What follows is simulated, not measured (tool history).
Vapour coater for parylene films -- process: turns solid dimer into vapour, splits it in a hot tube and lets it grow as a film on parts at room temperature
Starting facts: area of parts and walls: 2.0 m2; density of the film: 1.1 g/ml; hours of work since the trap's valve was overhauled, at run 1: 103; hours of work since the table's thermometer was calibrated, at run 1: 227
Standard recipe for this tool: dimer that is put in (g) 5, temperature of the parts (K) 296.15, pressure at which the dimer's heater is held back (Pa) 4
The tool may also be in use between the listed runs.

run    day  dimer that is put in (g)  temperature of the parts (K)  pressure at which the dimer's heater is held back (Pa)  hours of work since the trap's valve was overhauled  hours of work since the table's thermometer was calibrated  thickness of the film (µm)
  1      0                         5                        296.15                                                       4                                                  103                                                         227                        1.78
  2  0.483                         5                        296.15                                                       4                                                  112                                                         235                        1.78
  3  1.004                         5                        296.15                                                       4                                                  121                                                         244                        1.73
  4  1.412                         5                        296.15                                                       4                                                  128                                                         251                        1.75
  5  1.842                         5                        296.15                                                    4.08                                                  135                                                         258                        1.74
  6  2.483                         5                        296.15                                                    4.08                                                  146                                                         269                        1.73
  7  2.954                         5                        296.15                                                    6.08                                                  154                                                         278                         1.7
  8  3.604                         5                        296.15                                                    2.42                                                  165                                                         289                        1.82
  9  4.008                         5                        296.15                                                    2.42                                                  172                                                         296                        1.82
 10  4.458                         9                        296.15                                                       4                                                  180                                                         303                        3.12
 11  4.946                         2                        296.15                                                   11.28                                                  189                                                         312                        0.64
 12   5.45                         5                        305.15                                                    6.06                                                  197                                                         321                        1.06
 13  5.838                         5                        296.15                                                    3.93                                                  204                                                         327                        1.76

Below are 5 alternative next runs, each starting from the tool's condition after run 13. Predict each:
  A  6.362                         5                        289.15                                                    3.09                                                  213                                                         336                           ?
  B  6.362                         5                        296.15                                                    7.22                                                  213                                                         336                           ?
  C  6.362                         3                        305.15                                                   11.13                                                  213                                                         336                           ?
  D  6.362                         4                        296.15                                                    2.07                                                  213                                                         336                           ?
  E  6.362                         4                        303.15                                                    3.93                                                  213                                                         336                           ?

run  thickness of the film (µm)
  A                        2.18
  B                        1.65
  C                         0.6
  D                         1.5
  E                        1.01
What these runs would have given with no unlogged condition in the tool:
run  thickness of the film (µm)
  A                        2.19
  B                        1.65
  C                         0.6
  D                         1.5
  E                        1.02

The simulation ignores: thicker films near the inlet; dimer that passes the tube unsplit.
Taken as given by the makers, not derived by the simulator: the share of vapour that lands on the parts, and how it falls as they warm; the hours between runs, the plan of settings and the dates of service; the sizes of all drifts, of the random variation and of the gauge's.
